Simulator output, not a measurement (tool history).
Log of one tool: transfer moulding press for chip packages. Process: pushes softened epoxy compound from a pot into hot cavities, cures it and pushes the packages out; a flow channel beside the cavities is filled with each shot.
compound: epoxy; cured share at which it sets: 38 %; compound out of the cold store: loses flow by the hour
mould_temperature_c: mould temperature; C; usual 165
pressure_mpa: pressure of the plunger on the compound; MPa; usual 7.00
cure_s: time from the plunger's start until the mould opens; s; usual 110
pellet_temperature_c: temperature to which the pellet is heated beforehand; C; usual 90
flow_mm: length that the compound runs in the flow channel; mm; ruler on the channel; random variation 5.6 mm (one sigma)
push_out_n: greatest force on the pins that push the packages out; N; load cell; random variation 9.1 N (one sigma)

run    hour  mould_temperature_c  pressure_mpa  cure_s  pellet_temperature_c  incoming compound's hours out of the cold store  flow_mm  push_out_n
  1     0.0                  165          7.00     110                    90                                             42.0      745         415
       10.7  -- cavities cleaned with cleaning compound and waxed
  2    53.7                  166          7.00     110                    90                                             35.7      755         407
       62.8  -- cavities cleaned with cleaning compound and waxed
  3    95.9                  165          7.00     110                    90                                             13.9      816         446
      114.8  -- cavities cleaned with cleaning compound and waxed
  4   150.0                  165          6.39     110                    90                                             21.1      766         437
      167.8  -- cavities cleaned with cleaning compound and waxed
  5   201.4                  165          6.39     110                    90                                             16.5      761         431
      218.3  -- plunger's sealing rings changed
      222.5  -- cavities cleaned with cleaning compound and waxed
  6   243.4                  165          6.39     110                    90                                             33.2      731         435
      274.6  -- cavities cleaned with cleaning compound and waxed
      298.7  -- mould's thermocouples calibrated
  7   306.6                  165          6.39     110                    90                                             38.9      715         425
      329.7  -- cavities cleaned with cleaning compound and waxed
  8   351.7                  165          6.99     110                    90                                             36.7      745         412
      381.1  -- cavities cleaned with cleaning compound and waxed
  9   412.6                  165          7.00     110                    90                                             10.2      810         432
      432.1  -- cavities cleaned with cleaning compound and waxed
 10   448.7                  165          7.00     110                    90                                              8.8      815         464
      484.0  -- cavities cleaned with cleaning compound and waxed
 11   497.8                  165          7.00     110                    90                                              9.7      815         445
      536.4  -- cavities cleaned with cleaning compound and waxed
 12   544.4                  165          8.78     110                    90                                             41.9      831         414
      588.8  -- cavities cleaned with cleaning compound and waxed
 13   595.2                  165          7.00      97                    90                                             22.7      793         586
 14   625.3                  168          7.19      98                    84                                             39.1      746         441
      640.0  -- cavities cleaned with cleaning compound and waxed
 15   669.6                  166          7.19     105                    86                                             17.9      805         453
      691.6  -- cavities cleaned with cleaning compound and waxed
 16   695.9                  166          7.19      97                    92                                             22.0      804         494
      711.1  -- plunger's sealing rings changed
 17   734.5                  165          7.69     103                    90                                             10.2      857         516
      746.8  -- cavities cleaned with cleaning compound and waxed
 18   775.5                  168          5.65     145                    95                                             28.6      684         307
      798.9  -- cavities cleaned with cleaning compound and waxed
      828.3  -- mould's thermocouples calibrated
 19   830.9                  168          5.65     141                    95                                             26.2      683         298
      853.6  -- cavities cleaned with cleaning compound and waxed
 20   873.9                  168          5.65     141                    95                                             12.8      709         290
      907.6  -- cavities cleaned with cleaning compound and waxed
 21   930.8                  168          5.65     141                    95                                             46.1      657         292
      959.4  -- cavities cleaned with cleaning compound and waxed
 22   979.2                  164          8.09     141                    95                                             46.1      785         336
     1012.3  -- cavities cleaned with cleaning compound and waxed
 23  1032.8                  164          8.09     141                    95                                             28.1      834         328
     1065.9  -- cavities cleaned with cleaning compound and waxed
 24  1076.0                  165          7.00     110                    81                                             39.7      754         427
     1121.4  -- cavities cleaned with cleaning compound and waxed
 25  1132.8                  165          8.06     110                    81                                             33.1      823         435
     1174.6  -- cavities cleaned with cleaning compound and waxed
 26  1183.4                  157          5.31     109                    88                                             34.8      687         774

Forecast each of these 4 alternatives for the next run:
     1205.4  -- plunger's sealing rings changed
     1227.8  -- cavities cleaned with cleaning compound and waxed
  A  1235.3                  169          7.28      98                    90                                             15.3        ?           ?
     1205.4  -- plunger's sealing rings changed
     1227.8  -- cavities cleaned with cleaning compound and waxed
  B  1235.3                  157          8.40     109                    88                                             28.7        ?           ?
     1205.4  -- plunger's sealing rings changed
     1227.8  -- cavities cleaned with cleaning compound and waxed
  C  1235.3                  162          8.67     110                    88                                             24.1        ?           ?
     1205.4  -- plunger's sealing rings changed
     1227.8  -- cavities cleaned with cleaning compound and waxed
  D  1235.3                  171          7.00     145                    94                                             27.7        ?           ?

run  flow_mm  push_out_n
  A      814         433
  B      882         807
  C      882         523
  D      765         298
Without the tool's hidden state the same runs would have given:
run  flow_mm  push_out_n
  A      814         431
  B      882         805
  C      882         521
  D      765         297

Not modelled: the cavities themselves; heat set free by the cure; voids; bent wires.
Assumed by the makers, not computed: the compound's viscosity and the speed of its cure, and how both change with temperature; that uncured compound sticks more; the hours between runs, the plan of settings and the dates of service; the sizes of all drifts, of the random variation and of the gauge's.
